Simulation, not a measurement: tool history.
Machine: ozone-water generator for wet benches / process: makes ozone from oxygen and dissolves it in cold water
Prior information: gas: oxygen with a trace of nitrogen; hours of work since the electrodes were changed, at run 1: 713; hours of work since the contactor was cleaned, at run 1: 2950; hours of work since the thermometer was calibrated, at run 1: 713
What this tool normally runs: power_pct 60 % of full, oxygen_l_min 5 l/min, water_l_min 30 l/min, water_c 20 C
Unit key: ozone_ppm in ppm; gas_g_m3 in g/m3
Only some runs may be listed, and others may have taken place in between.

| run | hour | power_pct | oxygen_l_min | water_l_min | water_c | hours of work since the electrodes were changed | hours of work since the contactor was cleaned | hours of work since the thermometer was calibrated | ozone_ppm | gas_g_m3 |
|---|---|---|---|---|---|---|---|---|---|---|
| 1 | 0 | 60 | 5 | 30 | 20 | 713 | 2950 | 713 | 8.9 | 140.3 |
| 2 | 69.9 | 60 | 5 | 30 | 20 | 769 | 3005 | 769 | 9 | 138 |
| 3 | 126.7 | 60 | 5 | 30 | 20 | 814 | 3050 | 814 | 8.9 | 137.9 |
| 4 | 165.4 | 60 | 5 | 30 | 20 | 844 | 3081 | 844 | 8.9 | 140.1 |
| 5 | 243.3 | 60 | 5 | 30 | 20 | 906 | 3142 | 906 | 9.1 | 138.3 |
| 6 | 325.5 | 60 | 5 | 30 | 20 | 971 | 3207 | 971 | 9 | 139 |
| 7 | 399.4 | 60 | 5 | 30 | 20 | 1029 | 3266 | 1029 | 9 | 138.9 |
| 8 | 473.7 | 60 | 5 | 30 | 20 | 1088 | 3325 | 1088 | 8.7 | 139.5 |
| 9 | 523.2 | 60 | 5 | 30 | 20 | 1127 | 3364 | 1127 | 8.8 | 138.7 |
| 10 | 603.3 | 60 | 5 | 30 | 20 | 1191 | 3427 | 1191 | 9 | 136.2 |
| 11 | 640.8 | 60 | 5 | 30 | 20 | 1220 | 3457 | 1220 | 8.9 | 138 |
| 12 | 697.5 | 60 | 5 | 30 | 20 | 1265 | 3502 | 1265 | 8.7 | 137.9 |
| 13 | 745.8 | 60 | 2.99 | 32 | 17 | 1303 | 3540 | 1303 | 7.6 | 183 |
| 14 | 801.2 | 60 | 2.99 | 32 | 17 | 1347 | 3584 | 1347 | 7.7 | 183.1 |
| 15 | 859.9 | 62 | 2.87 | 19 | 17 | 1394 | 3630 | 1394 | 14.6 | 191.8 |
| 16 | 909.6 | 62 | 2.87 | 19 | 17 | 1433 | 3669 | 1433 | 14.5 | 191.6 |
| 17 | 977.2 | 60 | 4.92 | 30 | 20 | 1486 | 3723 | 1486 | 8.5 | 138.3 |
| 18 | 1053.6 | 75 | 5 | 30 | 20 | 1547 | 3783 | 1547 | 10.5 | 165.1 |
| 19 | 1105.2 | 63 | 2.78 | 26 | 18 | 1588 | 3824 | 1588 | 10.1 | 197.3 |
| 20 | 1150.3 | 57 | 5.32 | 35 | 18 | 1623 | 3860 | 1623 | 7 | 126.1 |
| 21 | 1200.9 | 57 | 8.49 | 41 | 18 | 1663 | 3900 | 1663 | 6.1 | 96.9 |
| 22 | 1274.2 | 57 | 8.49 | 41 | 18 | 1721 | 3958 | 1721 | 6 | 95.2 |
| 23 | 1324.5 | 57 | 8.49 | 41 | 18 | 1761 | 3998 | 1761 | 6 | 96.2 |

5 options for the next run, each taken on its own from the tool as it stands now. Forecast them:
| A | 1374.1 | 60 | 7.56 | 30 | 12 | 1801 | 4037 | 1801 | ? | ? |
| B | 1374.1 | 52 | 3.3 | 26 | 20 | 1801 | 4037 | 1801 | ? | ? |
| C | 1374.1 | 60 | 5.7 | 21 | 14 | 1801 | 4037 | 1801 | ? | ? |
| D | 1374.1 | 60 | 8.15 | 30 | 20 | 1801 | 4037 | 1801 | ? | ? |
| E | 1374.1 | 57 | 8.49 | 41 | 22 | 1801 | 4037 | 1801 | ? | ? |

| run | ozone_ppm | gas_g_m3 |
|---|---|---|
| A | 9.6 | 106.9 |
| B | 8.4 | 150.8 |
| C | 13.4 | 124.9 |
| D | 8.5 | 101 |
| E | 5.5 | 95.9 |
Take away the tool's hidden state, keep each run's random variation, and the runs would have read:
| run | ozone_ppm | gas_g_m3 |
|---|---|---|
| A | 11.2 | 113.5 |
| B | 9.6 | 158.6 |
| C | 15.4 | 132.6 |
| D | 9.9 | 107.2 |
| E | 6.5 | 101.4 |
